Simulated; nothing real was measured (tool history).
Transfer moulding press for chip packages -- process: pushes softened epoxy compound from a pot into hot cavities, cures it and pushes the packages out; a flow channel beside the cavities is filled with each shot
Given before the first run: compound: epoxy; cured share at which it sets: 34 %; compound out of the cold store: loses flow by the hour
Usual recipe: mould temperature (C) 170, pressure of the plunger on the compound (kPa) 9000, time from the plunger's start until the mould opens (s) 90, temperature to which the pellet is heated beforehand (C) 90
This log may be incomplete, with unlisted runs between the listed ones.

run	hour	mould temperature (C)	pressure of the plunger on the compound (kPa)	time from the plunger's start until the mould opens (s)	temperature to which the pellet is heated beforehand (C)	incoming compound's hours out of the cold store	length that the compound runs in the flow channel (mm)	greatest force on the pins that push the packages out (N)
1	0.0	170	9000	90	90	20.7	770	968
# hour 26.9: cavities cleaned with cleaning compound and waxed
2	27.9	170	9000	90	90	31.3	736	1201
3	40.6	170	9000	90	90	9.8	828	1293
4	57.8	170	9000	90	90	38.2	697	1133
# hour 68.4: cavities cleaned with cleaning compound and waxed, once more
# hour 79.9: mould's thermocouples calibrated
5	80.8	170	9000	90	90	28.0	744	711
6	107.2	170	9000	90	90	37.6	694	799
7	124.3	170	10370	90	90	21.7	814	929
# hour 137.1: cavities cleaned with cleaning compound and waxed
8	142.4	170	9000	90	90	30.4	730	658
9	166.0	170	9000	90	90	11.5	794	879
10	189.1	170	9000	90	90	44.6	645	836
# hour 202.3: cavities cleaned with cleaning compound and waxed
11	218.2	170	9000	90	84	42.6	659	713
12	242.8	170	7880	90	84	14.7	718	911
# hour 258.6: plunger's sealing rings changed
13	261.4	172	10420	87	82	12.2	864	978
# hour 270.0: cavities cleaned with cleaning compound and waxed
14	277.1	172	10420	87	82	26.7	792	694
15	292.7	167	9000	76	90	46.4	680	1362
16	314.4	167	9000	76	90	44.5	677	1526
# hour 335.6: cavities cleaned with cleaning compound and waxed
17	336.1	167	9000	76	90	9.9	831	1279
18	354.4	170	9000	90	81	9.1	815	893
19	369.0	170	9000	81	100	18.7	764	1096
20	382.4	175	7590	102	98	36.1	624	519
21	394.6	170	9000	122	90	41.2	669	569
# hour 401.0: cavities cleaned with cleaning compound and waxed
22	424.5	175	10910	82	87	21.7	809	739
23	441.5	170	7460	90	84	12.9	718	935

A few steps of length that the compound runs in the flow channel (mm) between consecutive runs. Split each: what settings, incoming material and random variation would produce without the hidden state, and what is left over for the hidden state, along with gauge scatter present in only one of the two compared results (measured, and without hidden state):
Hidden conditions of the tool in this case: true mould temperature over the reading, C; pressure that reaches the compound, % of what is set; grip of the stained cavities, % over clean ones'; drift of the gauge itself on flow_mm, %; drift of the gauge itself on push_out_n, %.
Run 9 -> 10: no setting touched and nothing written in the log between the runs. length that the compound runs in the flow channel (mm) -149: hidden state +0, all else -149.
Run 12 -> 13: mould temperature (C) 170 -> 172, pressure of the plunger on the compound (kPa) 7880 -> 10420, time from the plunger's start until the mould opens (s) 90 -> 87, temperature to which the pellet is heated beforehand (C) 84 -> 82, plunger's sealing rings changed. length that the compound runs in the flow channel (mm) +146: hidden state +26, all else +120.
Run 16 -> 17: cavities cleaned with cleaning compound and waxed. length that the compound runs in the flow channel (mm) +154: hidden state -4, all else +158.
Run 21 -> 22: mould temperature (C) 170 -> 175, pressure of the plunger on the compound (kPa) 9000 -> 10910, time from the plunger's start until the mould opens (s) 122 -> 82, temperature to which the pellet is heated beforehand (C) 90 -> 87, cavities cleaned with cleaning compound and waxed. length that the compound runs in the flow channel (mm) +140: hidden state -6, all else +146.
